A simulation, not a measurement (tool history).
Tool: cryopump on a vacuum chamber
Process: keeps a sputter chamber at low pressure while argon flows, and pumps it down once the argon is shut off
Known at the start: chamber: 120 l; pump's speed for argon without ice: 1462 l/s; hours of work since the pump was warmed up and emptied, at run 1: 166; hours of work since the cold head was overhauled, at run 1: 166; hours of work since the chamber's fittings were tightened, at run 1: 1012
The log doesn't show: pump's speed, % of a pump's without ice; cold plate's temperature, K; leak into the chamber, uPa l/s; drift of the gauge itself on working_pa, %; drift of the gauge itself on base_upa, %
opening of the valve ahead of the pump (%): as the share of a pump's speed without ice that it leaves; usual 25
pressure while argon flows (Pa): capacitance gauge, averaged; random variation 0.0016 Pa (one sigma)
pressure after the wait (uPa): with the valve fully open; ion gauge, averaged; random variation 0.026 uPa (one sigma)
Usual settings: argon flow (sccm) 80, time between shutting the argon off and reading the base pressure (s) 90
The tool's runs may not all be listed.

run	hour	argon flow (sccm)	time between shutting the argon off and reading the base pressure (s)	opening of the valve ahead of the pump (%)	hours of work since the pump was warmed up and emptied	hours of work since the cold head was overhauled	hours of work since the chamber's fittings were tightened	pressure while argon flows (Pa)	pressure after the wait (uPa)
1	0	80	90	25	166	166	1012	0.3804	1.5
2	10.2	80	90	25	175	175	1021	0.3802	1.55
3	23.5	77	90	25	186	186	1032	0.3669	1.54
4	34	80	90	20	196	196	1041	0.4756	1.51
5	41.1	80	90	20	202	202	1048	0.4767	1.53
6	56	80	90	20	215	215	1061	0.4744	1.51
7	72.4	80	90	25	229	229	1075	0.3862	1.55
8	79.2	80	90	25	235	235	1081	0.3854	1.59
9	95.3	32	278	33	249	249	1095	0.1172	0.99
# hour 98.6: leaking fittings of the chamber tightened, without venting
10	106.1	32	278	33	257	257	7	0.1184	0.56
11	119.5	32	278	33	268	268	18	0.1199	0.57
12	135	32	278	33	282	282	32	0.1209	0.56
13	148.3	32	278	33	293	293	43	0.1205	0.6
14	164.8	75	137	33	308	308	58	0.2821	0.89

Forecast each of these 3 alternatives for the next run:
A	172.3	45	71	18	314	314	64	?	?
B	172.3	149	88	19	314	314	64	?	?
C	172.3	75	137	19	314	314	64	?	?

run	pressure while argon flows (Pa)	pressure after the wait (uPa)
A	0.3011	1.44
B	0.9393	1.17
C	0.4743	0.87
Without the tool's hidden state the same runs would have given:
run	pressure while argon flows (Pa)	pressure after the wait (uPa)
A	0.2891	1.33
B	0.9	1.07
C	0.4545	0.77
